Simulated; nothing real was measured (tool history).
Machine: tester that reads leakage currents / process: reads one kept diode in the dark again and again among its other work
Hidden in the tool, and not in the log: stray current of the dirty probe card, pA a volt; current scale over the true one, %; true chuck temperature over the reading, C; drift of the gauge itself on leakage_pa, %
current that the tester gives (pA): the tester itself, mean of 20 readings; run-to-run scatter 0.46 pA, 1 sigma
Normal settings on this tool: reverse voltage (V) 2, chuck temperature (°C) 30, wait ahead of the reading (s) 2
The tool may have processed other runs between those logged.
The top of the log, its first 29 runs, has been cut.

run	hour	reverse voltage (V)	chuck temperature (°C)	wait ahead of the reading (s)	hours of work since the probe card was cleaned	hours of work since the tester was calibrated	hours of work since the chuck was calibrated	current that the tester gives (pA)
30	1591.5	3.74	37	2	2895	1495	426	354.69
31	1662.2	3.74	37	2	2945	1544	475	353.18
32	1721.7	1.05	22	0.98	2986	1586	516	56.28
33	1772.7	1.05	22	0.98	3022	1621	552	55.93
34	1814.7	1.05	22	0.98	3051	1650	581	56.27
35	1854.1	17.11	40	0.98	3078	1678	608	780.92
36	1908.2	1.94	60	2.19	3116	1716	646	1870.8
37	1965.2	10.15	30	4.61	3156	1755	686	269.15
38	2030	2.96	36	7.04	3201	1800	731	291.63
39	2096.5	1.04	22	2.54	3247	1847	777	55.01

Here are 3 independent what-if runs from the current tool condition. What would each one return?
A	2162	2	30	2.54	3293	1892	823	?
B	2162	2	45	2	3293	1892	823	?
C	2162	18.97	26	3.46	3293	1892	823	?

run	current that the tester gives (pA)
A	147.07
B	554.31
C	243.99
Stripped of hidden state, with their random variation kept, the same runs would have yielded:
run	current that the tester gives (pA)
A	154.14
B	587.2
C	228.12

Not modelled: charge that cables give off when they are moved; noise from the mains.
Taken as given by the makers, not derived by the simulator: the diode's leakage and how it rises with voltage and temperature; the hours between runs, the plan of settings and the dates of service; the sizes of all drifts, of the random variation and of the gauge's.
